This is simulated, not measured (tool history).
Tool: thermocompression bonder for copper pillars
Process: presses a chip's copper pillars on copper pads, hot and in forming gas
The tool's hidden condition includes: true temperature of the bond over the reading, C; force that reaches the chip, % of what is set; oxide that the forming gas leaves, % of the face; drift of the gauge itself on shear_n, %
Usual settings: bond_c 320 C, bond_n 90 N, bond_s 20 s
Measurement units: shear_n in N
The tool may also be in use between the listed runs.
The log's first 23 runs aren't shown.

| run | day | bond_c | bond_n | bond_s | hours of work since the heater was calibrated | hours of work since the force cell was calibrated | hours of work since the gas filter was changed | shear_n |
|---|---|---|---|---|---|---|---|---|
| 24 | 63.583 | 305 | 77 | 41 | 459 | 1194 | 54 | 78.5 |
|  | 65.079 | force cell calibrated |
| 25 | 65.962 | 349 | 73 | 57 | 500 | 16 | 95 | 116.2 |
| 26 | 69.458 | 334 | 73 | 57 | 562 | 78 | 157 | 105.2 |
|  | 71.425 | forming gas filter changed |
| 27 | 71.812 | 311 | 57 | 20 | 603 | 119 | 7 | 55.6 |
| 28 | 74.675 | 311 | 57 | 20 | 654 | 170 | 58 | 54.5 |
| 29 | 77.604 | 325 | 82 | 42 | 706 | 222 | 110 | 91.9 |
| 30 | 80.367 | 320 | 90 | 21 | 755 | 271 | 158 | 72.9 |
|  | 82.212 | forming gas filter changed |
| 31 | 83.558 | 335 | 73 | 15 | 811 | 327 | 24 | 71.4 |
| 32 | 86.558 | 335 | 73 | 15 | 864 | 380 | 77 | 70.5 |
| 33 | 89.908 | 335 | 73 | 15 | 924 | 439 | 136 | 69.9 |
|  | 92.929 | forming gas filter changed |
| 34 | 92.933 | 335 | 73 | 15 | 977 | 492 | 0 | 71.1 |
| 35 | 95.088 | 321 | 73 | 41 | 1015 | 531 | 38 | 83.6 |
| 36 | 97.483 | 326 | 73 | 41 | 1058 | 573 | 81 | 85.9 |
|  | 100.271 | heater calibrated with a thermocouple chip |
| 37 | 100.312 | 326 | 73 | 41 | 1 | 622 | 129 | 94.8 |
| 38 | 101.938 | 298 | 62 | 49 | 30 | 651 | 158 | 71.5 |
|  | 103.750 | forming gas filter changed |
| 39 | 104.300 | 311 | 132 | 12 | 71 | 692 | 10 | 73.0 |

3 options for the next run, each taken on its own from the tool as it stands now. Forecast them:
| A | 106.162 | 321 | 90 | 29 | 104 | 725 | 43 | ? |
| B | 106.162 | 301 | 114 | 17 | 104 | 725 | 43 | ? |
| C | 106.162 | 320 | 82 | 35 | 104 | 725 | 43 | ? |

| run | shear_n |
|---|---|
| A | 89.9 |
| B | 67.1 |
| C | 92.0 |
What these runs would have given with no unlogged condition in the tool:
| run | shear_n |
|---|---|
| A | 90.9 |
| B | 68.0 |
| C | 93.0 |
